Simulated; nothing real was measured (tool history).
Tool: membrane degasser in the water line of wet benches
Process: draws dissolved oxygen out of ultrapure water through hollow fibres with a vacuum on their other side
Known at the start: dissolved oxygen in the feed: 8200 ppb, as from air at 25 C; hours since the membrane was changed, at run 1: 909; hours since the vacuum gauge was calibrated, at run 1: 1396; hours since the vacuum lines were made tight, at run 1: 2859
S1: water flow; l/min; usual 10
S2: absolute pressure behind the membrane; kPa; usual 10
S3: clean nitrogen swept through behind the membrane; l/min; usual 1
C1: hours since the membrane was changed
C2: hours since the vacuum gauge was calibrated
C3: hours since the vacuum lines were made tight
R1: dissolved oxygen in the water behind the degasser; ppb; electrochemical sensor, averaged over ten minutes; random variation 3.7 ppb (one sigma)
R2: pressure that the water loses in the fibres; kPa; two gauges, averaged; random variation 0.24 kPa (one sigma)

{"run": 1, "hour": 0.0, "S1": 10, "S2": 10, "S3": 1, "C1": 909, "C2": 1396, "C3": 2859, "R1": 384.8, "R2": 64.96}
{"run": 2, "hour": 362.6, "S1": 10, "S2": 15.6, "S3": 1, "C1": 1272, "C2": 1759, "C3": 3221, "R1": 512.1, "R2": 65.64}
{"run": 3, "hour": 697.7, "S1": 10, "S2": 21.2, "S3": 1, "C1": 1607, "C2": 2094, "C3": 3556, "R1": 632.8, "R2": 65.33}
{"run": 4, "hour": 943.4, "S1": 10, "S2": 21.2, "S3": 1, "C1": 1852, "C2": 2340, "C3": 3802, "R1": 635.2, "R2": 65.51}
{"run": 5, "hour": 1162.3, "S1": 10, "S2": 21.2, "S3": 1, "C1": 2071, "C2": 2559, "C3": 4021, "R1": 630.9, "R2": 65.47}
{"run": 6, "hour": 1410.0, "S1": 10, "S2": 21.2, "S3": 1, "C1": 2319, "C2": 2806, "C3": 4269, "R1": 639.4, "R2": 66.03}
{"run": 7, "hour": 1654.8, "S1": 10, "S2": 21.2, "S3": 1, "C1": 2564, "C2": 3051, "C3": 4513, "R1": 637.9, "R2": 66.21}
{"run": 8, "hour": 1895.6, "S1": 10, "S2": 23.8, "S3": 1, "C1": 2804, "C2": 3292, "C3": 4754, "R1": 698.1, "R2": 66.15}
{"run": 9, "hour": 2147.4, "S1": 10, "S2": 23.8, "S3": 1, "C1": 3056, "C2": 3544, "C3": 5006, "R1": 706.1, "R2": 66}
{"run": 10, "hour": 2490.9, "S1": 10, "S2": 23.8, "S3": 1, "C1": 3400, "C2": 3887, "C3": 5350, "R1": 707.8, "R2": 66.65}
{"run": 11, "hour": 2714.7, "S1": 10, "S2": 23.8, "S3": 1, "C1": 3624, "C2": 4111, "C3": 5573, "R1": 697.1, "R2": 66.54}
{"run": 12, "hour": 3063.5, "S1": 10, "S2": 23.8, "S3": 1, "C1": 3972, "C2": 4460, "C3": 5922, "R1": 703.7, "R2": 66.51}
{"run": 13, "hour": 3260.1, "S1": 9, "S2": 10, "S3": 1, "C1": 4169, "C2": 4656, "C3": 6119, "R1": 360.6, "R2": 60.2}
{"run": 14, "hour": 3521.2, "S1": 9, "S2": 18.3, "S3": 0.42, "C1": 4430, "C2": 4918, "C3": 6380, "R1": 885.6, "R2": 60.12}
{"run": 15, "hour": 3863.7, "S1": 14, "S2": 9.4, "S3": 0.66, "C1": 4773, "C2": 5260, "C3": 6722, "R1": 676.1, "R2": 94.45}
{"run": 16, "hour": 4151.3, "S1": 16, "S2": 15.5, "S3": 1.05, "C1": 5060, "C2": 5548, "C3": 7010, "R1": 862.4, "R2": 107.84}
{"run": 17, "hour": 4478.0, "S1": 6, "S2": 7.8, "S3": 2.97, "C1": 5387, "C2": 5874, "C3": 7337, "R1": 132.5, "R2": 40.65}
{"hour": 4560.9, "done": "seals of the vacuum lines changed"}
{"run": 18, "hour": 4764.8, "S1": 6, "S2": 7.8, "S3": 2.97, "C1": 5672, "C2": 6159, "C3": 204, "R1": 133, "R2": 40.17}
{"run": 19, "hour": 5046.1, "S1": 10, "S2": 7.8, "S3": 0.45, "C1": 5953, "C2": 6440, "C3": 485, "R1": 479.9, "R2": 67.36}
{"run": 20, "hour": 5291.0, "S1": 10, "S2": 7.8, "S3": 0.74, "C1": 6198, "C2": 6685, "C3": 730, "R1": 403.4, "R2": 67.53}
{"run": 21, "hour": 5589.6, "S1": 11, "S2": 13.2, "S3": 0.66, "C1": 6497, "C2": 6984, "C3": 1029, "R1": 652.6, "R2": 74.86}
{"run": 22, "hour": 5766.8, "S1": 10, "S2": 24.4, "S3": 0.4, "C1": 6674, "C2": 7161, "C3": 1206, "R1": 1230.9, "R2": 68.04}
{"run": 23, "hour": 6042.1, "S1": 10, "S2": 24.4, "S3": 0.4, "C1": 6949, "C2": 7436, "C3": 1481, "R1": 1235, "R2": 68.48}
{"run": 24, "hour": 6287.2, "S1": 9, "S2": 7, "S3": 1.2, "C1": 7194, "C2": 7682, "C3": 1726, "R1": 295.1, "R2": 61.71}
{"run": 25, "hour": 6465.8, "S1": 9, "S2": 7, "S3": 1.2, "C1": 7373, "C2": 7860, "C3": 1905, "R1": 301.4, "R2": 61.11}

The same runs without the tool's hidden state, with the same run-to-run variation:
The hidden state here: membrane still open, %; true pressure behind the membrane over the reading, kPa; air that leaks in behind the membrane, l/min; drift of the gauge itself on oxygen_ppb, %; drift of the gauge itself on loss_of_pressure_kpa, %.
run=1 R1=374.4 R2=64.45
run=2 R1=495.9 R2=64.96
run=3 R1=610.6 R2=64.49
run=4 R1=610.8 R2=64.56
run=5 R1=604.7 R2=64.4
run=6 R1=610.6 R2=64.83
run=7 R1=607 R2=64.89
run=8 R1=663 R2=64.72
run=9 R1=668.2 R2=64.45
run=10 R1=666.7 R2=64.93
run=11 R1=654.5 R2=64.7
run=12 R1=657.3 R2=64.49
run=13 R1=326.2 R2=58.29
run=14 R1=833.4 R2=58.09
run=15 R1=620.7 R2=91.02
run=16 R1=798.1 R2=103.67
run=17 R1=110.7 R2=38.98
run=18 R1=112.5 R2=38.42
run=19 R1=430.5 R2=64.29
run=20 R1=355.2 R2=64.32
run=21 R1=597.5 R2=71.14
run=22 R1=1179.6 R2=64.56
run=23 R1=1180.4 R2=64.85
run=24 R1=247.3 R2=58.32
run=25 R1=251.1 R2=57.65

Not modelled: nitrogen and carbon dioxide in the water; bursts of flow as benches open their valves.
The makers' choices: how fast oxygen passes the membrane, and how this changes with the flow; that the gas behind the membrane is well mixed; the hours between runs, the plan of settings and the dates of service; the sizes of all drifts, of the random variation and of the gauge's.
